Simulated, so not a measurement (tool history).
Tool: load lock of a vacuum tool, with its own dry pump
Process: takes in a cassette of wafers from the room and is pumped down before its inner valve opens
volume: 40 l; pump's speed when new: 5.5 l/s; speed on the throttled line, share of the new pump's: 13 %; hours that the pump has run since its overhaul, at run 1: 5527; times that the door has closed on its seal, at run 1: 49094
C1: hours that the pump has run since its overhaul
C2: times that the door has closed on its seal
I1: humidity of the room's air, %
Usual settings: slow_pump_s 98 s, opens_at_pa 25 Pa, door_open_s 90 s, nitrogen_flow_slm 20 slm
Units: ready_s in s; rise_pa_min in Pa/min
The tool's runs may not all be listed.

run 1 hour=0 | slow_pump_s=98 opens_at_pa=25 door_open_s=90 nitrogen_flow_slm=20 | C1=5527 C2=49094 | I1=47.6 | ready_s=147.3 rise_pa_min=0.139
run 2 hour=124.3 | slow_pump_s=98 opens_at_pa=25 door_open_s=90 nitrogen_flow_slm=20 | C1=5652 C2=49445 | I1=43.9 | ready_s=147.8 rise_pa_min=0.137
run 3 hour=308.6 | slow_pump_s=98 opens_at_pa=50 door_open_s=90 nitrogen_flow_slm=20 | C1=5836 C2=49966 | I1=47.1 | ready_s=142.4 rise_pa_min=0.138
run 4 hour=399.9 | slow_pump_s=98 opens_at_pa=50 door_open_s=90 nitrogen_flow_slm=20 | C1=5927 C2=50224 | I1=44.2 | ready_s=142 rise_pa_min=0.139
run 5 hour=556.2 | slow_pump_s=98 opens_at_pa=50 door_open_s=90 nitrogen_flow_slm=20 | C1=6083 C2=50665 | I1=48 | ready_s=142.4 rise_pa_min=0.145
run 6 hour=641 | slow_pump_s=98 opens_at_pa=25 door_open_s=85 nitrogen_flow_slm=20 | C1=6168 C2=50904 | I1=42.1 | ready_s=147.8 rise_pa_min=0.134
run 7 hour=741.1 | slow_pump_s=87 opens_at_pa=25 door_open_s=85 nitrogen_flow_slm=19 | C1=6268 C2=51187 | I1=46.7 | ready_s=138.8 rise_pa_min=0.142
run 8 hour=877.7 | slow_pump_s=87 opens_at_pa=25 door_open_s=85 nitrogen_flow_slm=19 | C1=6405 C2=51572 | I1=45.8 | ready_s=138.2 rise_pa_min=0.147
run 9 hour=987.8 | slow_pump_s=73 opens_at_pa=25 door_open_s=85 nitrogen_flow_slm=23 | C1=6515 C2=51884 | I1=43.7 | ready_s=126.6 rise_pa_min=0.139
run 10 hour=1131.4 | slow_pump_s=73 opens_at_pa=27 door_open_s=58 nitrogen_flow_slm=23 | C1=6659 C2=52289 | I1=42.3 | ready_s=125.8 rise_pa_min=0.129

The next listed run, before its measurement:
run 11 hour=1247.3 | slow_pump_s=73 opens_at_pa=18 door_open_s=58 nitrogen_flow_slm=23 | C1=6775 C2=52616 | I1=45.7 | ready_s=? rise_pa_min=?

ready_s: 129.8 s
rise_pa_min: 0.136 Pa/min
Without the tool's hidden state the same run would have given ready_s 127.5 s, rise_pa_min 0.034 Pa/min.

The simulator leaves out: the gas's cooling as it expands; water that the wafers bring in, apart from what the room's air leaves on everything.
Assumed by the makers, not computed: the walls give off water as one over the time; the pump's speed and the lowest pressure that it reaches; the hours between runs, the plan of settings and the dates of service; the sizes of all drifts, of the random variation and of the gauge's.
